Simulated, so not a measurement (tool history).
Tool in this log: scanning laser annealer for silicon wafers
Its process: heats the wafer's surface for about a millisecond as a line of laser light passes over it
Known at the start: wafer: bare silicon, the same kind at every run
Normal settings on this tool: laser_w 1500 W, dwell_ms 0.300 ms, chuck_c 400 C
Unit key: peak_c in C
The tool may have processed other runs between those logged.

run   hour  laser_w  dwell_ms  chuck_c  peak_c
  1    0.0     1500     0.300      400    1221
  2   11.5     1500     0.300      409    1226
  3   19.5     1500     0.300      409    1232
  4   28.3     1500     0.300      409    1229
  5   42.0     1500     0.300      409    1231
  6   53.7     1500     0.300      409    1230
  7   62.1     1500     0.300      400    1220
  8   75.5     1500     0.300      395    1213
  9   86.1     1500     0.340      400    1279
 10   97.0     1500     0.340      400    1279
 11  105.3     1500     0.340      400    1279
 12  114.3     1500     0.340      400    1282
 13  120.7     1500     0.340      400    1286
 14  135.3     1500     0.340      400    1281
 15  150.9     1500     0.340      400    1282
 16  165.5     1500     0.340      400    1284
 17  180.4     1500     0.340      400    1283
 18  195.6     1500     0.332      400    1270
 19  211.2     1500     0.332      400    1270
 20  221.8     1500     0.300      400    1221
 21  228.2     1500     0.300      400    1222
 22  235.6     1500     0.300      400    1218
 23  245.3     1355     0.331      422    1188
 24  258.4     1355     0.331      422    1187
 25  272.9     1440     0.267      400    1126
 26  288.1     1527     0.327      362    1240
 27  302.8     1527     0.296      373    1206
 28  312.5     1527     0.296      404    1240
 29  324.9     1537     0.233      373    1102
 30  340.2     1537     0.313      361    1226

Run 31 has not been measured yet. What should we expect?
 31  353.9     1514     0.313      409       ?

peak_c: 1258 C
On a tool with no hidden condition, and with the same random variation, this run would have come out at peak_c 1259 C.
